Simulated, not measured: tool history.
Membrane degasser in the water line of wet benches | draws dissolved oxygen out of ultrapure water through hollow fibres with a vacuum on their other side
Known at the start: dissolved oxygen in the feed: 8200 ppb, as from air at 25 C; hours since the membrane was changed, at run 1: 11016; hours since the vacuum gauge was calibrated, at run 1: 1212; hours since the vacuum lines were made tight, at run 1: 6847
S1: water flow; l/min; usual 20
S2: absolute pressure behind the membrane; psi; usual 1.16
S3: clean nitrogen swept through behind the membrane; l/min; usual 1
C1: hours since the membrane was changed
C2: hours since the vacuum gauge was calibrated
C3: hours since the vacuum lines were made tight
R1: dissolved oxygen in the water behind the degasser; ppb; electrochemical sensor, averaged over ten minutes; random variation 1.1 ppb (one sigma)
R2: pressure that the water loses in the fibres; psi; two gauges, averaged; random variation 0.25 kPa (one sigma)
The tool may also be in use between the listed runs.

run	hour	S1	S2	S3	C1	C2	C3	R1	R2
1	0	20	1.16	1	11016	1212	6847	218.8	10.248
2	239.2	20	1.16	1	11255	1451	7086	217.7	10.237
3	503.9	20	1.16	0.5	11520	1716	7351	378.3	10.28
4	684.7	20	0.785	1	11701	1896	7531	106.8	10.196
5	857.6	20	0.785	1	11874	2069	7704	106.2	10.212
6	1090.2	20	0.785	1	12106	2302	7937	107.3	10.254
7	1235.1	20	0.785	1	12251	2447	8082	107	10.273
8	1545.4	20	0.785	1	12562	2757	8392	108.2	10.244
9	1697.5	20	2.123	1	12714	2909	8544	495.4	10.279
10	1888.4	20	1.16	1	12905	3100	8735	220.9	10.338
11	2033	15	1.16	1	13049	3245	8880	169.5	7.783
12	2294.6	15	1.16	1	13311	3506	9141	171.9	7.749
13	2528.2	15	1.16	1	13544	3740	9375	172.8	7.787
# hour 2632.8: vacuum gauge calibrated
14	2846.1	15	1.188	1	13862	213	9692	175.2	7.799
15	3055.9	15	1.188	1	14072	423	9902	175.9	7.707
16	3253.3	15	1.188	1	14269	620	10100	176.5	7.722
17	3436.1	20	1.16	1.16	14452	803	10282	193.3	10.322
18	3564.6	20	2.312	1.16	14580	932	10411	485.7	10.389
19	3788.3	13	0.796	0.61	14804	1156	10635	115.7	6.796
20	4006.3	22	0.924	0.91	15022	1374	10853	180.2	11.467
21	4143.8	13	0.924	2.74	15160	1511	10990	40.6	6.791
22	4433.9	15	0.946	0.86	15450	1801	11280	138.9	7.786
23	4596.4	13	0.793	0.52	15612	1964	11443	130.9	6.804
24	4744.5	16	2.434	1	15760	2112	11591	488.9	8.367
25	5057.3	13	1.632	0.6	16073	2424	11904	386.3	6.77
26	5254.6	31	0.959	1.99	16270	2622	12101	147.8	16.231
27	5564.3	26	1.311	0.63	16580	2932	12411	484.9	13.709
28	5722.3	16	1.16	1	16738	3090	12569	185.3	8.324
29	5952.3	20	1.353	0.55	16968	3320	12799	457.3	10.472
30	6241.6	20	0.954	0.7	17257	3609	13088	220.4	10.489
# hour 6409.6: seals of the vacuum lines changed
31	6423.3	20	0.954	0.7	17437	3789	14	218.4	10.483
# hour 6484.1: vacuum gauge calibrated
32	6688.2	23	1.012	1	17701	204	278	196	12.122

Hidden state or all else? Some run-to-run changes of R1, split into what the settings, what came in and random variation would give without the hidden state, and what is left for the hidden state (with any gauge scatter that isn't in both results):
The hidden state here: membrane still open, %; true pressure behind the membrane over the reading, kPa; air that leaks in behind the membrane, l/min; drift of the gauge itself on oxygen_ppb, %; drift of the gauge itself on loss_of_pressure_kpa, %.
Run 8 -> 9: S2 0.785 -> 2.123. R1 +387.2 ppb: hidden state +3.1, all else +384.1.
Run 18 -> 19: S1 20 -> 13, S2 2.312 -> 0.796, S3 1.16 -> 0.61. R1 -370 ppb: hidden state -4, all else -366.
Run 20 -> 21: S1 22 -> 13, S3 0.91 -> 2.74. R1 -139.6 ppb: hidden state -7, all else -132.6.
Run 23 -> 24: S1 13 -> 16, S2 0.793 -> 2.434, S3 0.52 -> 1. R1 +358 ppb: hidden state +4.8, all else +353.2.
Run 27 -> 28: S1 26 -> 16, S2 1.311 -> 1.16, S3 0.63 -> 1. R1 -299.6 ppb: hidden state -7.4, all else -292.2.
Run 31 -> 32: S1 20 -> 23, S2 0.954 -> 1.012, S3 0.7 -> 1, vacuum gauge calibrated. R1 -22.4 ppb: hidden state -10.8, all else -11.6.

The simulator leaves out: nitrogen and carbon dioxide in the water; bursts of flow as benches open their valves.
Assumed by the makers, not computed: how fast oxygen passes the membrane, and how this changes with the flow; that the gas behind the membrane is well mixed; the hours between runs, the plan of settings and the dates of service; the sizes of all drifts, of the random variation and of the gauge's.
